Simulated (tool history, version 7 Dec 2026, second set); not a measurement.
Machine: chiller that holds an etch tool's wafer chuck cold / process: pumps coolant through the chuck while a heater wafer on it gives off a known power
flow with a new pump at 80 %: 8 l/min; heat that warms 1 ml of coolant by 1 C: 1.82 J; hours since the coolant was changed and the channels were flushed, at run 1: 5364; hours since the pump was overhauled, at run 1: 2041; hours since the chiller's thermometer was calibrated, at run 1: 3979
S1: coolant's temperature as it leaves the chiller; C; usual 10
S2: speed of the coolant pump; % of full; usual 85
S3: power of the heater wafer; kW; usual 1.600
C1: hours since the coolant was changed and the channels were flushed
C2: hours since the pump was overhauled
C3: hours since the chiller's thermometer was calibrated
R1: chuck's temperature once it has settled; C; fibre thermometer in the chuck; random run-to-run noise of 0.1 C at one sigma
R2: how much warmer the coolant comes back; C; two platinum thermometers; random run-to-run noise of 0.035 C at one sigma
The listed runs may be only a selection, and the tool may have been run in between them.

{"run": 1, "hour": 0.0, "S1": 10, "S2": 85, "S3": 1.6, "C1": 5364, "C2": 2041, "C3": 3979, "R1": 25.0, "R2": 6.14}
{"run": 2, "hour": 154.1, "S1": 16, "S2": 85, "S3": 1.6, "C1": 5518, "C2": 2195, "C3": 4133, "R1": 31.1, "R2": 6.13}
{"run": 3, "hour": 333.0, "S1": 0, "S2": 85, "S3": 1.6, "C1": 5697, "C2": 2374, "C3": 4312, "R1": 15.2, "R2": 6.2}
{"run": 4, "hour": 416.3, "S1": 0, "S2": 85, "S3": 1.6, "C1": 5781, "C2": 2457, "C3": 4396, "R1": 15.2, "R2": 6.15}
{"run": 5, "hour": 562.9, "S1": 10, "S2": 85, "S3": 1.6, "C1": 5927, "C2": 2604, "C3": 4542, "R1": 25.0, "R2": 6.15}
{"run": 6, "hour": 731.0, "S1": 10, "S2": 85, "S3": 1.6, "C1": 6095, "C2": 2772, "C3": 4710, "R1": 25.2, "R2": 6.15}
{"run": 7, "hour": 930.1, "S1": 10, "S2": 85, "S3": 1.6, "C1": 6294, "C2": 2971, "C3": 4909, "R1": 25.1, "R2": 6.21}
{"run": 8, "hour": 1128.8, "S1": 10, "S2": 85, "S3": 1.6, "C1": 6493, "C2": 3169, "C3": 5108, "R1": 25.0, "R2": 6.17}
{"run": 9, "hour": 1241.3, "S1": 10, "S2": 85, "S3": 1.6, "C1": 6606, "C2": 3282, "C3": 5221, "R1": 25.2, "R2": 6.17}
{"run": 10, "hour": 1376.6, "S1": 10, "S2": 85, "S3": 1.6, "C1": 6741, "C2": 3417, "C3": 5356, "R1": 25.0, "R2": 6.18}
{"run": 11, "hour": 1584.0, "S1": 10, "S2": 85, "S3": 1.953, "C1": 6948, "C2": 3625, "C3": 5563, "R1": 28.4, "R2": 7.57}
{"hour": 1724.3, "done": "chiller's thermometer calibrated"}
{"run": 12, "hour": 1728.2, "S1": 10, "S2": 85, "S3": 1.953, "C1": 7091, "C2": 3768, "C3": 4, "R1": 28.6, "R2": 7.56}
{"run": 13, "hour": 1820.5, "S1": 10, "S2": 87, "S3": 1.6, "C1": 7184, "C2": 3860, "C3": 96, "R1": 24.8, "R2": 6.0}
{"run": 14, "hour": 1986.1, "S1": 10, "S2": 85, "S3": 0.961, "C1": 7349, "C2": 4026, "C3": 262, "R1": 19.0, "R2": 3.73}
{"run": 15, "hour": 2071.4, "S1": 12, "S2": 94, "S3": 1.082, "C1": 7435, "C2": 4111, "C3": 347, "R1": 21.3, "R2": 3.77}
{"run": 16, "hour": 2234.2, "S1": 7, "S2": 64, "S3": 1.6, "C1": 7597, "C2": 4274, "C3": 510, "R1": 26.3, "R2": 8.33}
{"run": 17, "hour": 2323.1, "S1": 10, "S2": 64, "S3": 1.6, "C1": 7686, "C2": 4363, "C3": 599, "R1": 29.4, "R2": 8.34}
{"run": 18, "hour": 2477.5, "S1": 11, "S2": 75, "S3": 1.479, "C1": 7841, "C2": 4517, "C3": 753, "R1": 26.5, "R2": 6.53}
{"run": 19, "hour": 2661.8, "S1": 11, "S2": 75, "S3": 1.479, "C1": 8025, "C2": 4701, "C3": 937, "R1": 26.6, "R2": 6.45}
{"run": 20, "hour": 2757.1, "S1": 9, "S2": 69, "S3": 1.907, "C1": 8120, "C2": 4797, "C3": 1033, "R1": 30.7, "R2": 9.24}
{"run": 21, "hour": 2885.4, "S1": 10, "S2": 85, "S3": 1.161, "C1": 8249, "C2": 4925, "C3": 1161, "R1": 20.9, "R2": 4.55}
{"run": 22, "hour": 3032.1, "S1": 10, "S2": 93, "S3": 1.161, "C1": 8395, "C2": 5072, "C3": 1308, "R1": 20.2, "R2": 4.09}
{"run": 23, "hour": 3175.2, "S1": 10, "S2": 93, "S3": 1.161, "C1": 8538, "C2": 5215, "C3": 1451, "R1": 20.1, "R2": 4.12}
{"run": 24, "hour": 3349.8, "S1": 7, "S2": 93, "S3": 2.223, "C1": 8713, "C2": 5389, "C3": 1625, "R1": 26.5, "R2": 7.81}
{"run": 25, "hour": 3545.7, "S1": 16, "S2": 99, "S3": 1.814, "C1": 8909, "C2": 5585, "C3": 1821, "R1": 30.9, "R2": 5.97}
{"run": 26, "hour": 3657.7, "S1": 18, "S2": 78, "S3": 0.882, "C1": 9021, "C2": 5697, "C3": 1933, "R1": 27.1, "R2": 3.73}
{"run": 27, "hour": 3862.8, "S1": 10, "S2": 77, "S3": 1.6, "C1": 9226, "C2": 5902, "C3": 2138, "R1": 26.5, "R2": 6.92}

Take each entry between the runs: how does the hidden state at the last listed run before it differ from the hidden state at the first listed run after it?
In the gap between runs 11 and 12: chiller's thermometer calibrated (hour 1724.3)
  nothing in the hidden state changes from one run to the other
